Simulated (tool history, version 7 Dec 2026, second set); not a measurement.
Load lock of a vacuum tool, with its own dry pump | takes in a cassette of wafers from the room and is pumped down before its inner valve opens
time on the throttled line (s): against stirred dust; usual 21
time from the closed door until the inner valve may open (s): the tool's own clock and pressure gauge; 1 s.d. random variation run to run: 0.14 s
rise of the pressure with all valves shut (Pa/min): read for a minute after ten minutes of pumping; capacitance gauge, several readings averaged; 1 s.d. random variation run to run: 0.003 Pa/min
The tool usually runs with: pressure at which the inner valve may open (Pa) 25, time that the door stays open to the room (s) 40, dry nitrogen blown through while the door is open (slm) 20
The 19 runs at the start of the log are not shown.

| run | hour | time on the throttled line (s) | pressure at which the inner valve may open (Pa) | time that the door stays open to the room (s) | dry nitrogen blown through while the door is open (slm) | hours that the pump has run since its overhaul | times that the door has closed on its seal | incoming humidity of the room's air, % | time from the closed door until the inner valve may open (s) | rise of the pressure with all valves shut (Pa/min) |
|---|---|---|---|---|---|---|---|---|---|---|
| 20 | 2274.2 | 26 | 18 | 40 | 8 | 6887 | 14457 | 46.2 | 32.4 | 0.052 |
| 21 | 2410.1 | 12 | 21 | 33 | 20 | 7023 | 14735 | 44.5 | 20.0 | 0.029 |
| 22 | 2571.8 | 34 | 21 | 33 | 8 | 7185 | 15066 | 44.6 | 39.5 | 0.041 |
| 23 | 2696.4 | 23 | 21 | 39 | 38 | 7309 | 15321 | 47.4 | 29.7 | 0.030 |
| 24 | 2845.4 | 28 | 25 | 62 | 20 | 7458 | 15626 | 45.4 | 34.0 | 0.048 |
| 25 | 2999.1 | 21 | 21 | 40 | 20 | 7612 | 15941 | 45.4 | 27.8 | 0.040 |
| 26 | 3151.4 | 21 | 24 | 138 | 20 | 7764 | 16252 | 42.9 | 27.9 | 0.067 |
| 27 | 3257.0 | 18 | 24 | 106 | 20 | 7870 | 16468 | 42.9 | 25.2 | 0.057 |

Run 28 comes next. What will it give?
| 28 | 3437.1 | 18 | 21 | 36 | 20 | 8050 | 16837 | 46.6 | ? | ? |

Run 28 came out at time from the closed door until the inner valve may open (s) 25.3, rise of the pressure with all valves shut (Pa/min) 0.038.
On a tool with no hidden condition, and with the same random variation, this run would have come out at time from the closed door until the inner valve may open (s) 25.3, rise of the pressure with all valves shut (Pa/min) 0.037.

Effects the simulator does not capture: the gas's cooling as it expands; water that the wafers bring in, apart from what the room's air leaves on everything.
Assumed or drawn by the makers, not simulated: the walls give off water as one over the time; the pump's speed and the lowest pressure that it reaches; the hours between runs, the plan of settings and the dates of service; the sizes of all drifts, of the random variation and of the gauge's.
